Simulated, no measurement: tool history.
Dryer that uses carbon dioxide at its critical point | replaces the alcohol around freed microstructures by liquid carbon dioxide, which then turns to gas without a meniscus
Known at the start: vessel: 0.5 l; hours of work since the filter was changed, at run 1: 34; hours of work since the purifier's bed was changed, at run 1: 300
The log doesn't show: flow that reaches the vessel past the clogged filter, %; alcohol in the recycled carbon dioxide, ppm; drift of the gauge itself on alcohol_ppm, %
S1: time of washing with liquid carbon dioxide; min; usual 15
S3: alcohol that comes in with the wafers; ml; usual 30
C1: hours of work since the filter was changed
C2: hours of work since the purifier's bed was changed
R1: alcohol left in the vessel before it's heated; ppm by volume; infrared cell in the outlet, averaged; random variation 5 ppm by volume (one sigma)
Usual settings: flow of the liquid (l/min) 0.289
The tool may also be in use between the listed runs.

{"run": 1, "day": 0.0, "S1": 15, "flow of the liquid (l/min)": 0.289, "S3": 30, "C1": 34, "C2": 300, "R1": 87}
{"run": 2, "day": 1.1, "S1": 15, "flow of the liquid (l/min)": 0.289, "S3": 30, "C1": 44, "C2": 310, "R1": 94}
{"run": 3, "day": 2.212, "S1": 15, "flow of the liquid (l/min)": 0.289, "S3": 30, "C1": 53, "C2": 319, "R1": 101}
{"run": 4, "day": 3.388, "S1": 15, "flow of the liquid (l/min)": 0.289, "S3": 30, "C1": 63, "C2": 329, "R1": 102}
{"run": 5, "day": 4.108, "S1": 15, "flow of the liquid (l/min)": 0.289, "S3": 30, "C1": 70, "C2": 336, "R1": 100}
{"run": 6, "day": 5.112, "S1": 15, "flow of the liquid (l/min)": 0.289, "S3": 30, "C1": 78, "C2": 344, "R1": 105}
{"run": 7, "day": 6.188, "S1": 15, "flow of the liquid (l/min)": 0.289, "S3": 30, "C1": 88, "C2": 353, "R1": 107}
{"run": 8, "day": 6.946, "S1": 18, "flow of the liquid (l/min)": 0.289, "S3": 30, "C1": 94, "C2": 360, "R1": 83}
{"run": 9, "day": 7.717, "S1": 15, "flow of the liquid (l/min)": 0.289, "S3": 30, "C1": 101, "C2": 367, "R1": 99}
{"run": 10, "day": 8.896, "S1": 15, "flow of the liquid (l/min)": 0.289, "S3": 30, "C1": 111, "C2": 377, "R1": 111}
{"run": 11, "day": 9.929, "S1": 15, "flow of the liquid (l/min)": 0.289, "S3": 30, "C1": 120, "C2": 386, "R1": 118}
{"run": 12, "day": 10.5, "S1": 15, "flow of the liquid (l/min)": 0.267, "S3": 30, "C1": 125, "C2": 391, "R1": 141}
{"run": 13, "day": 11.096, "S1": 15, "flow of the liquid (l/min)": 0.289, "S3": 104, "C1": 130, "C2": 396, "R1": 180}
{"run": 14, "day": 11.838, "S1": 15, "flow of the liquid (l/min)": 0.289, "S3": 104, "C1": 136, "C2": 402, "R1": 187}
{"run": 15, "day": 12.446, "S1": 15, "flow of the liquid (l/min)": 0.289, "S3": 54, "C1": 142, "C2": 407, "R1": 132}
{"run": 16, "day": 13.458, "S1": 17, "flow of the liquid (l/min)": 0.352, "S3": 67, "C1": 150, "C2": 416, "R1": 96}
{"run": 17, "day": 14.646, "S1": 15, "flow of the liquid (l/min)": 0.21, "S3": 59, "C1": 161, "C2": 426, "R1": 529}
{"run": 18, "day": 15.392, "S1": 15, "flow of the liquid (l/min)": 0.289, "S3": 36, "C1": 167, "C2": 433, "R1": 122}
{"run": 19, "day": 16.388, "S1": 15, "flow of the liquid (l/min)": 0.289, "S3": 36, "C1": 176, "C2": 441, "R1": 134}
{"run": 20, "day": 17.254, "S1": 18, "flow of the liquid (l/min)": 0.429, "S3": 36, "C1": 183, "C2": 449, "R1": 90}
{"run": 21, "day": 17.812, "S1": 16, "flow of the liquid (l/min)": 0.302, "S3": 28, "C1": 188, "C2": 454, "R1": 106}
{"run": 22, "day": 18.9, "S1": 16, "flow of the liquid (l/min)": 0.302, "S3": 28, "C1": 197, "C2": 463, "R1": 108}
{"run": 23, "day": 19.479, "S1": 13, "flow of the liquid (l/min)": 0.446, "S3": 22, "C1": 202, "C2": 468, "R1": 99}
{"run": 24, "day": 20.35, "S1": 15, "flow of the liquid (l/min)": 0.333, "S3": 22, "C1": 210, "C2": 476, "R1": 113}
{"run": 25, "day": 21.529, "S1": 15, "flow of the liquid (l/min)": 0.333, "S3": 22, "C1": 220, "C2": 486, "R1": 108}
{"run": 26, "day": 22.208, "S1": 15, "flow of the liquid (l/min)": 0.333, "S3": 22, "C1": 226, "C2": 492, "R1": 108}
{"run": 27, "day": 22.733, "S1": 12, "flow of the liquid (l/min)": 0.333, "S3": 22, "C1": 230, "C2": 496, "R1": 151}
{"run": 28, "day": 23.375, "S1": 12, "flow of the liquid (l/min)": 0.333, "S3": 22, "C1": 236, "C2": 502, "R1": 148}

Some steps in R1 between neighbouring runs. How much of each would the tool show without its hidden state too (settings, what came in, random variation), and how much is left for the hidden state, with any gauge scatter that isn't in both results?
Run 16 -> 17: S1 17 -> 15, flow of the liquid (l/min) 0.352 -> 0.21, S3 67 -> 59. R1 +433 ppm by volume: hidden state +98, all else +335.
Run 17 -> 18: flow of the liquid (l/min) 0.21 -> 0.289, S3 59 -> 36. R1 -407 ppm by volume: hidden state -86, all else -321.
